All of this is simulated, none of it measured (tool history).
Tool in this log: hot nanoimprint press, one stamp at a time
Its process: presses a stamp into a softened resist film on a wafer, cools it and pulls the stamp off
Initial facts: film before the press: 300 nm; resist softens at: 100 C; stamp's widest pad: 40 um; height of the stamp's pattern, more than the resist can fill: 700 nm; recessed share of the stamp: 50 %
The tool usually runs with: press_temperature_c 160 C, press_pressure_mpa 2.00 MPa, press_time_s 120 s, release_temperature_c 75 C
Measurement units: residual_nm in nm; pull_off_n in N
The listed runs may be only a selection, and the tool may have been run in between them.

run,hour,press_temperature_c,press_pressure_mpa,press_time_s,release_temperature_c,residual_nm,pull_off_n
1,0.0,160,2.00,120,75,138.7,174
2,28.3,160,1.65,120,75,153.7,173
3,59.2,160,2.00,120,75,138.8,174
4,89.9,160,2.00,120,75,137.7,173
5,111.7,160,2.00,120,75,139.5,172
6,131.3,160,2.00,120,75,137.4,173
# hour 156.5: stamp cleaned and given a new release coat
7,163.3,160,2.00,120,75,138.6,173
8,193.1,160,2.00,120,75,139.4,174
9,207.8,160,2.00,120,75,137.4,174
10,240.0,160,2.00,120,66,138.7,217
11,262.6,160,2.00,120,66,138.3,222
12,290.2,160,1.71,154,62,139.4,236
# hour 305.0: plate thermocouple calibrated
13,314.6,172,2.07,95,73,95.3,184
14,342.2,158,1.48,236,79,142.0,152
15,366.7,170,2.00,120,75,94.7,175
16,390.4,170,2.00,120,78,94.7,158
17,412.8,170,2.00,120,78,95.6,158
18,433.9,170,2.00,120,78,94.3,156

What if the next run were any one of these 4? Each begins from the tool's condition after run 18:
# hour 446.0: press's hydraulic seals changed and the load cell set to zero
A,459.2,158,1.76,120,78,?,?
# hour 446.0: press's hydraulic seals changed and the load cell set to zero
B,459.2,157,2.00,98,62,?,?
# hour 446.0: press's hydraulic seals changed and the load cell set to zero
C,459.2,158,1.44,64,78,?,?
# hour 446.0: press's hydraulic seals changed and the load cell set to zero
D,459.2,170,1.31,120,78,?,?

run,residual_nm,pull_off_n
A,160.4,159
B,165.3,240
C,209.3,155
D,123.4,157
What these runs would have given with no unlogged condition in the tool:
run,residual_nm,pull_off_n
A,160.5,159
B,165.4,239
C,209.3,155
D,123.5,156
